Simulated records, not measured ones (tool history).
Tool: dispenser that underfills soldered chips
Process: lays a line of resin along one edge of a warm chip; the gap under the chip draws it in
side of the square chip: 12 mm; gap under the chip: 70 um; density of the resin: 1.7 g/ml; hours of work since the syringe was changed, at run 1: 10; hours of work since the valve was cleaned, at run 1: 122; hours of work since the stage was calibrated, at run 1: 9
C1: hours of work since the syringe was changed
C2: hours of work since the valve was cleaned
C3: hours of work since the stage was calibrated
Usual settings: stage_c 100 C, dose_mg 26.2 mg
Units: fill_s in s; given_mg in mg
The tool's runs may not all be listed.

Run 1, hour 0.0: usual settings; C1 10; C2 122; C3 9. Result: fill_s 160.2 s, given_mg 23.88 mg.
At hour 1.8: new syringe of resin.
At hour 3.3: dispensing valve cleaned and set on the balance.
Run 2, hour 4.6: usual settings but dose_mg 25.6 mg; C1 1; C2 1; C3 11. Result: fill_s 72.0 s, given_mg 25.69 mg.
Run 3, hour 10.9: usual settings; C1 6; C2 6; C3 16. Result: fill_s 106.5 s, given_mg 26.03 mg.
Run 4, hour 16.5: usual settings; C1 10; C2 10; C3 20. Result: fill_s 159.1 s, given_mg 26.16 mg.
At hour 17.8: new syringe of resin.
Run 5, hour 21.3: usual settings; C1 3; C2 13; C3 23. Result: fill_s 79.6 s, given_mg 25.81 mg.
Run 6, hour 24.5: usual settings; C1 5; C2 16; C3 26. Result: fill_s 99.9 s, given_mg 26.02 mg.
Run 7, hour 29.5: usual settings but dose_mg 32.4 mg; C1 9; C2 19; C3 30. Result: fill_s 136.2 s, given_mg 32.08 mg.
At hour 32.7: new syringe of resin.
Run 8, hour 33.4: usual settings; C1 1; C2 22; C3 32. Result: fill_s 65.6 s, given_mg 25.79 mg.
Run 9, hour 39.3: usual settings; C1 5; C2 27; C3 37. Result: fill_s 95.6 s, given_mg 25.69 mg.
Run 10, hour 45.3: usual settings; C1 9; C2 31; C3 41. Result: fill_s 145.3 s, given_mg 25.48 mg.
At hour 47.8: new syringe of resin.
Run 11, hour 51.3: usual settings; C1 3; C2 35; C3 46. Result: fill_s 81.0 s, given_mg 25.50 mg.
Run 12, hour 56.4: usual settings; C1 6; C2 39; C3 49. Result: fill_s 113.5 s, given_mg 25.41 mg.
Run 13, hour 61.2: usual settings; C1 10; C2 43; C3 53. Result: fill_s 155.1 s, given_mg 25.47 mg.
At hour 62.8: new syringe of resin.
Run 14, hour 67.6: usual settings but stage_c 99 C, dose_mg 27.4 mg; C1 4; C2 47; C3 58. Result: fill_s 90.1 s, given_mg 26.42 mg.
Run 15, hour 70.6: usual settings but stage_c 99 C, dose_mg 27.4 mg; C1 6; C2 50; C3 60. Result: fill_s 110.0 s, given_mg 26.35 mg.
Run 16, hour 76.2: usual settings but stage_c 99 C, dose_mg 27.4 mg; C1 10; C2 54; C3 64. Result: fill_s 163.0 s, given_mg 26.40 mg.
At hour 77.7: new syringe of resin.
Run 17, hour 80.7: usual settings but stage_c 99 C, dose_mg 27.4 mg; C1 2; C2 57; C3 67. Result: fill_s 80.6 s, given_mg 26.34 mg.
Run 18, hour 83.7: usual settings but stage_c 106 C, dose_mg 25.3 mg; C1 5; C2 59; C3 70. Result: fill_s 79.2 s, given_mg 24.17 mg.
Run 19, hour 88.5: usual settings but stage_c 110 C, dose_mg 31.2 mg; C1 8; C2 63; C3 73. Result: fill_s 94.0 s, given_mg 29.67 mg.
Run 20, hour 91.9: usual settings but stage_c 90 C, dose_mg 25.2 mg; C1 11; C2 66; C3 76. Result: fill_s 246.9 s, given_mg 23.91 mg.
At hour 92.6: new syringe of resin.
Run 21, hour 95.4: usual settings but stage_c 96 C, dose_mg 33.2 mg; C1 2; C2 68; C3 78. Result: fill_s 87.1 s, given_mg 31.36 mg.
Run 22, hour 99.8: usual settings but stage_c 104 C, dose_mg 26.0 mg; C1 5; C2 71; C3 81. Result: fill_s 91.9 s, given_mg 24.77 mg.
Run 23, hour 103.1: usual settings but dose_mg 28.2 mg; C1 8; C2 74; C3 84. Result: fill_s 128.5 s, given_mg 26.67 mg.
At hour 107.9: new syringe of resin.
Run 24, hour 109.6: usual settings but stage_c 90 C, dose_mg 23.1 mg; C1 1; C2 78; C3 89. Result: fill_s 105.0 s, given_mg 21.65 mg.

Forecast each of these 4 alternatives for the next run:
Run A, hour 115.8: usual settings but stage_c 90 C, dose_mg 30.2 mg; C1 6; C2 83; C3 93. Result: fill_s ?, given_mg ?.
Run B, hour 115.8: usual settings but stage_c 86 C, dose_mg 30.3 mg; C1 6; C2 83; C3 93. Result: fill_s ?, given_mg ?.
Run C, hour 115.8: usual settings but stage_c 101 C, dose_mg 27.1 mg; C1 6; C2 83; C3 93. Result: fill_s ?, given_mg ?.
Run D, hour 115.8: usual settings but stage_c 87 C, dose_mg 33.0 mg; C1 6; C2 83; C3 93. Result: fill_s ?, given_mg ?.

run  fill_s  given_mg
  A   151.8     28.08
  B   176.6     28.24
  C   107.1     25.45
  D   167.0     30.85
Without the tool's hidden state the same runs would have given:
run  fill_s  given_mg
  A    86.4     29.98
  B   100.7     30.15
  C    61.0     27.17
  D    95.2     32.93

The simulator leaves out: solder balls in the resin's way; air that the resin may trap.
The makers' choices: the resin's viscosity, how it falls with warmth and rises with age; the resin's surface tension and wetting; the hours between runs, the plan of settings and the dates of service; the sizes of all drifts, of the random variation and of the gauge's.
